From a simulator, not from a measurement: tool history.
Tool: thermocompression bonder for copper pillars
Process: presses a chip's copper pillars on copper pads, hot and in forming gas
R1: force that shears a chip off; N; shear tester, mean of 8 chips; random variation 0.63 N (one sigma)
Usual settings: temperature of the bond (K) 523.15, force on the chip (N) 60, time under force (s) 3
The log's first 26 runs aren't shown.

Run 27, hour 652.8: usual settings but temperature of the bond (K) 495.15, force on the chip (N) 57. Result: R1 65.1 N.
Run 28, hour 679.0: usual settings but temperature of the bond (K) 513.15, force on the chip (N) 86. Result: R1 96.1 N.
Run 29, hour 694.3: usual settings but temperature of the bond (K) 508.15, force on the chip (N) 86. Result: R1 92.5 N.
Run 30, hour 714.6: usual settings but temperature of the bond (K) 525.15, force on the chip (N) 86, time under force (s) 2. Result: R1 95.7 N.
Run 31, hour 735.2: usual settings but force on the chip (N) 85. Result: R1 102.2 N.
Run 32, hour 750.6: usual settings but force on the chip (N) 85. Result: R1 103.1 N.
Run 33, hour 782.6: usual settings but temperature of the bond (K) 529.15, force on the chip (N) 56. Result: R1 92.8 N.
At hour 787.6: forming gas filter changed.
Run 34, hour 801.9: usual settings but temperature of the bond (K) 502.15, force on the chip (N) 56, time under force (s) 2. Result: R1 61.4 N.
Run 35, hour 819.6: usual settings but temperature of the bond (K) 502.15, force on the chip (N) 56, time under force (s) 2. Result: R1 61.6 N.
Run 36, hour 834.9: usual settings but temperature of the bond (K) 517.15, force on the chip (N) 79, time under force (s) 5. Result: R1 108.0 N.
Run 37, hour 868.2: usual settings. Result: R1 90.0 N.
Run 38, hour 901.4: usual settings but time under force (s) 4. Result: R1 97.7 N.
Run 39, hour 922.0: usual settings but time under force (s) 4. Result: R1 96.8 N.
Run 40, hour 943.4: usual settings but force on the chip (N) 61. Result: R1 90.7 N.
Run 41, hour 968.4: usual settings but force on the chip (N) 47. Result: R1 82.4 N.

Forecast each of these 3 alternatives for the next run:
Run A, hour 1002.1: usual settings but temperature of the bond (K) 524.15, force on the chip (N) 47. Result: R1 ?.
Run B, hour 1002.1: usual settings but temperature of the bond (K) 505.15, force on the chip (N) 46. Result: R1 ?.
Run C, hour 1002.1: usual settings but temperature of the bond (K) 521.15. Result: R1 ?.

run    R1
  A  82.8
  B  66.2
  C  89.9
Without the tool's hidden state the same runs would have given:
run    R1
  A  83.0
  B  66.3
  C  90.0
